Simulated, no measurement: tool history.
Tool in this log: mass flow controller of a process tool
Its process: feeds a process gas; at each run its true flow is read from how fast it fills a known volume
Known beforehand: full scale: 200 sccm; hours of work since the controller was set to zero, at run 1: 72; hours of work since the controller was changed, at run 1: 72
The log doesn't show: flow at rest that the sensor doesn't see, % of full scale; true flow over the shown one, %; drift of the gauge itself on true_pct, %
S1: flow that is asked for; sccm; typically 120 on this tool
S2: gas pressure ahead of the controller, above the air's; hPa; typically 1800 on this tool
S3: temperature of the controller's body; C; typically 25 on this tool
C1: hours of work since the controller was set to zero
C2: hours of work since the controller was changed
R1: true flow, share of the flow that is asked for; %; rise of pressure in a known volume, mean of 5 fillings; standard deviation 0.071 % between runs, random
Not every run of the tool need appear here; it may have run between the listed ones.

run     day   S1    S2  S3   C1   C2      R1
  1   0.000  120  1800  25   72   72   99.88
  2   2.454  120  1800  36   94   94   99.08
  3   5.025   25  1800  25  116  116   99.25
  4   7.858   25  1800  25  141  141   99.17
  5  10.138   25  1800  25  161  161   99.13
  6  11.846   25  1800  25  175  175   99.22
  7  14.742  120  1800  23  201  201  100.04
  8  17.100  120  1800  23  221  221  100.03
  9  20.296  120  1800  23  249  249  100.09
 10  22.158  120  1800  25  265  265   99.87
 11  24.196  120  1800  25  283  283   99.83
 12  26.017  120  1800  25  299  299   99.96
 13  28.954  120  1800  25  324  324   99.77
 14  31.188   22  1800  25  344  344   98.90
 15  33.383   22  1800  25  363  363   98.81
 16  36.433  131  1800  25  389  389   99.79
 17  38.912  131  1800  25  411  411   99.97
 18  40.708  131  1800  25  426  426  100.04
 19  42.971  120  1530  25  446  446  100.08
 20  45.625  120  1800  25  469  469   99.80
 21  46.979  120  1800  25  481  481   99.80
 22  50.183  180  1640  24  509  509  100.24
 23  52.929   28  2440  34  532  532   97.58
 24  54.438   83  1800  22  546  546   99.97
 25  55.758  120  2040  31  557  557   99.25
 26  58.175   32  1510  40  578  578   98.05
 27  61.358   34  1800  22  606  606   99.19
 28  63.025   34  1800  22  620  620   99.23
 29  64.329  120  1640  25  632  632   99.96
 30  66.488  152  2300  24  650  650   99.67
 31  68.375  144  1980  22  667  667   99.97
 32  70.817  144  1980  22  688  688   99.89
 33  72.546  144  1980  27  703  703   99.62
 34  73.908   35  2680  24  715  715   98.37
 35  76.750  197  2680  24  739  739   99.56
 36  78.804  120  1990  25  757  757   99.63
 37  80.138  120  1990  25  769  769   99.67
 38  82.300  120  1990  25  788  788   99.74
 39  85.429  120  2660  29  815  815   98.82
 40  87.850  120  1490  25  836  836   99.91
 41  89.800   28  1800  26  853  853   98.51
 42  92.362   54  1920  39  875  875   98.16

Predict each of these 3 candidate next runs independently; none follows another, all start after run 42:
  A  94.900  61  1800  25  897  897   ?
  B  94.900  52  1920  39  897  897   ?
  C  94.900  64  2300  39  897  897   ?

run     R1
  A  99.46
  B  98.02
  C  97.97
Without the tool's unlogged condition, the same runs would have read:
run     R1
  A  99.86
  B  98.52
  C  98.35

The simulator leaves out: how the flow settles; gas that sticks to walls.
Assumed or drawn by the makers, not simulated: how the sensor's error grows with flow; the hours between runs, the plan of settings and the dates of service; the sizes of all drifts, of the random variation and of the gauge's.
